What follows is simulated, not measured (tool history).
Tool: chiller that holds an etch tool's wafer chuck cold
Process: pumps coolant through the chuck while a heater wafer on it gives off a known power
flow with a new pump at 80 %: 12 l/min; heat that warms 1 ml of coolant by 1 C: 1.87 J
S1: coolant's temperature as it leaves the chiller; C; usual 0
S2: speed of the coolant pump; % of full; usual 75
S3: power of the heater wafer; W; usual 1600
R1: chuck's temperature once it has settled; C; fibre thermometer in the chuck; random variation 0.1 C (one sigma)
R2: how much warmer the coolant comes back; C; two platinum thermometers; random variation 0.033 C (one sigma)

run 1 hour=0 | S1=0 S2=75 S3=1600 | R1=16 R2=4.62
run 2 hour=35 | S1=0 S2=75 S3=1600 | R1=16.3 R2=4.61
run 3 hour=64.6 | S1=0 S2=75 S3=1600 | R1=15.9 R2=4.67
run 4 hour=98 | S1=0 S2=75 S3=1600 | R1=16.1 R2=4.67
run 5 hour=139.1 | S1=0 S2=75 S3=1600 | R1=16.2 R2=4.65
run 6 hour=180.4 | S1=0 S2=75 S3=1600 | R1=16.1 R2=4.67
run 7 hour=226.3 | S1=0 S2=94 S3=1600 | R1=13.3 R2=3.67
run 8 hour=272.1 | S1=0 S2=75 S3=1600 | R1=16.2 R2=4.61
run 9 hour=324.7 | S1=0 S2=75 S3=1600 | R1=16.3 R2=4.65
run 10 hour=364.3 | S1=2 S2=75 S3=1600 | R1=18.3 R2=4.67
run 11 hour=386.2 | S1=2 S2=75 S3=1600 | R1=18.2 R2=4.63
run 12 hour=421.3 | S1=2 S2=75 S3=1600 | R1=18.3 R2=4.64
run 13 hour=454.1 | S1=2 S2=80 S3=1600 | R1=17.3 R2=4.3
run 14 hour=492.5 | S1=0 S2=75 S3=2071 | R1=21.3 R2=6.03
run 15 hour=528 | S1=0 S2=75 S3=2071 | R1=21.3 R2=6.03
run 16 hour=557.2 | S1=0 S2=75 S3=2071 | R1=21 R2=6.01
run 17 hour=599.7 | S1=0 S2=75 S3=1600 | R1=16.2 R2=4.62
run 18 hour=634.1 | S1=0 S2=75 S3=1600 | R1=16.3 R2=4.72
run 19 hour=673.1 | S1=3 S2=75 S3=1371 | R1=16.9 R2=3.97
run 20 hour=699 | S1=3 S2=75 S3=1371 | R1=17.1 R2=3.99
run 21 hour=747.2 | S1=5 S2=95 S3=1261 | R1=15.5 R2=2.9

Run 22 comes next. What will it give?
run 22 hour=799.1 | S1=8 S2=76 S3=2113 | R1=? R2=?

Run 22 gave R1 29.6 C, R2 6.14 C.
Without the tool's hidden state the same run would have given R1 28.7 C, R2 6.01 C.
